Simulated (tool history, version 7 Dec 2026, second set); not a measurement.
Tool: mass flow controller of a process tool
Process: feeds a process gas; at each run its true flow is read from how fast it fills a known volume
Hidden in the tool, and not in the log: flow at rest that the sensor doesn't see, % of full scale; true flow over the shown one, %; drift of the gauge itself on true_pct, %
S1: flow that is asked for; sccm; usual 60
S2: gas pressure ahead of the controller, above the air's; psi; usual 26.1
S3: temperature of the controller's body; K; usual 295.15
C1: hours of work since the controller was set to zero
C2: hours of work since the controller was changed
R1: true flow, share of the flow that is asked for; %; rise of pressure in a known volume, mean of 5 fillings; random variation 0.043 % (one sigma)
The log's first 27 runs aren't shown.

| run | hour | S1 | S2 | S3 | C1 | C2 | R1 |
|---|---|---|---|---|---|---|---|
| 28 | 5645.9 | 182 | 26.1 | 307.15 | 2396 | 6536 | 98.50 |
|  | 5702.2 | controller exchanged for a calibrated one |
| 29 | 5799.4 | 60 | 26.0 | 298.15 | 76 | 76 | 98.13 |
| 30 | 6037.1 | 60 | 26.0 | 298.15 | 262 | 262 | 98.02 |
| 31 | 6270.1 | 60 | 26.0 | 298.15 | 444 | 444 | 98.04 |
| 32 | 6535.0 | 60 | 26.0 | 298.15 | 651 | 651 | 97.94 |
| 33 | 6797.3 | 60 | 26.0 | 298.15 | 856 | 856 | 97.89 |
| 34 | 6962.2 | 155 | 30.2 | 295.15 | 986 | 986 | 98.42 |
| 35 | 7169.2 | 157 | 26.5 | 301.15 | 1147 | 1147 | 98.26 |
| 36 | 7313.5 | 96 | 32.9 | 309.15 | 1260 | 1260 | 97.23 |
| 37 | 7504.0 | 96 | 32.9 | 309.15 | 1409 | 1409 | 97.12 |
| 38 | 7686.0 | 96 | 32.9 | 309.15 | 1552 | 1552 | 97.27 |
| 39 | 7896.6 | 76 | 33.2 | 299.15 | 1716 | 1716 | 97.37 |
|  | 8015.1 | gauge calibrated |
| 40 | 8181.9 | 60 | 21.0 | 295.15 | 1939 | 1939 | 99.65 |
| 41 | 8445.3 | 60 | 27.8 | 295.15 | 2145 | 2145 | 99.27 |
| 42 | 8717.3 | 60 | 27.8 | 295.15 | 2358 | 2358 | 99.12 |
| 43 | 8935.9 | 60 | 27.8 | 295.15 | 2529 | 2529 | 99.11 |
| 44 | 9092.4 | 60 | 26.1 | 309.15 | 2652 | 2652 | 98.63 |
| 45 | 9310.9 | 60 | 30.7 | 300.15 | 2822 | 2822 | 98.72 |
| 46 | 9473.0 | 60 | 30.7 | 300.15 | 2949 | 2949 | 98.77 |
| 47 | 9676.7 | 60 | 30.7 | 300.15 | 3109 | 3109 | 98.58 |

Forecast each of these 4 alternatives for the next run:
| A | 9962.1 | 132 | 30.7 | 308.15 | 3332 | 3332 | ? |
| B | 9962.1 | 60 | 29.3 | 300.15 | 3332 | 3332 | ? |
| C | 9962.1 | 60 | 33.6 | 295.15 | 3332 | 3332 | ? |
| D | 9962.1 | 60 | 39.5 | 300.15 | 3332 | 3332 | ? |

| run | R1 |
|---|---|
| A | 98.73 |
| B | 98.65 |
| C | 98.56 |
| D | 98.08 |
Without the tool's hidden state the same runs would have given:
| run | R1 |
|---|---|
| A | 99.13 |
| B | 99.05 |
| C | 98.96 |
| D | 98.48 |
